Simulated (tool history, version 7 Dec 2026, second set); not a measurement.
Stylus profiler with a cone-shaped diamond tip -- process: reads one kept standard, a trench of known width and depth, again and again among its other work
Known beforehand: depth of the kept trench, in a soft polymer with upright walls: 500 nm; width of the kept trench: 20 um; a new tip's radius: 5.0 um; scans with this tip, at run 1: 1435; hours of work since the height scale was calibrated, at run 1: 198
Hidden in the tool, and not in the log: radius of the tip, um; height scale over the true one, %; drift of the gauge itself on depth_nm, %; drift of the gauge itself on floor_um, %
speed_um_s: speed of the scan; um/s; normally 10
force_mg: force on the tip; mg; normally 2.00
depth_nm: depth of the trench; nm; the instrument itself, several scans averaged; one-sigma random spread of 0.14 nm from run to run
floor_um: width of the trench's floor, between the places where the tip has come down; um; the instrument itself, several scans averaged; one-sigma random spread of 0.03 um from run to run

| run | hour | speed_um_s | force_mg | scans with this tip | hours of work since the height scale was calibrated | depth_nm | floor_um |
|---|---|---|---|---|---|---|---|
| 1 | 0.0 | 10 | 2.00 | 1435 | 198 | 506.32 | 15.50 |
| 2 | 45.9 | 10 | 2.00 | 1576 | 217 | 506.50 | 15.53 |
| 3 | 84.0 | 10 | 2.00 | 1693 | 233 | 506.38 | 15.55 |
| 4 | 110.3 | 10 | 2.00 | 1774 | 244 | 506.16 | 15.54 |
| 5 | 136.9 | 10 | 2.00 | 1856 | 256 | 506.35 | 15.52 |
| 6 | 183.7 | 9 | 2.00 | 2000 | 276 | 506.32 | 15.45 |
| 7 | 228.3 | 9 | 2.00 | 2137 | 294 | 506.66 | 15.49 |
| 8 | 273.5 | 9 | 2.00 | 2276 | 314 | 506.50 | 15.49 |
| 9 | 332.0 | 10 | 2.00 | 2456 | 338 | 506.39 | 15.45 |
| 10 | 383.9 | 21 | 2.00 | 2616 | 360 | 506.39 | 15.47 |
| 11 | 433.7 | 21 | 0.76 | 2769 | 381 | 503.70 | 15.41 |
| 12 | 480.3 | 21 | 0.76 | 2912 | 401 | 503.79 | 15.35 |
|  | 484.2 | height scale calibrated on a step standard |
| 13 | 525.8 | 21 | 0.76 | 3050 | 18 | 504.22 | 15.31 |
| 14 | 561.4 | 21 | 0.76 | 3160 | 33 | 504.50 | 15.33 |
| 15 | 606.5 | 37 | 1.58 | 3299 | 52 | 506.30 | 15.31 |
| 16 | 658.0 | 4 | 5.29 | 3457 | 74 | 512.59 | 15.46 |
| 17 | 694.1 | 4 | 5.29 | 3568 | 89 | 512.69 | 15.45 |
| 18 | 740.0 | 6 | 1.60 | 3709 | 108 | 506.49 | 15.42 |
| 19 | 795.2 | 13 | 0.82 | 3879 | 132 | 504.66 | 15.41 |

Pick out some run-to-run changes in depth_nm. Of each, how much would a tool without hidden state show as well, from the settings, what came in and chance, and how much is left for the hidden state and any gauge scatter not in both results compared?
Run 12 -> 13: height scale calibrated on a step standard. depth_nm +0.43 nm: hidden state +0.45, all else -0.02.
Run 15 -> 16: speed_um_s 37 -> 4, force_mg 1.58 -> 5.29. depth_nm +6.29 nm: hidden state +0.06, all else +6.23.
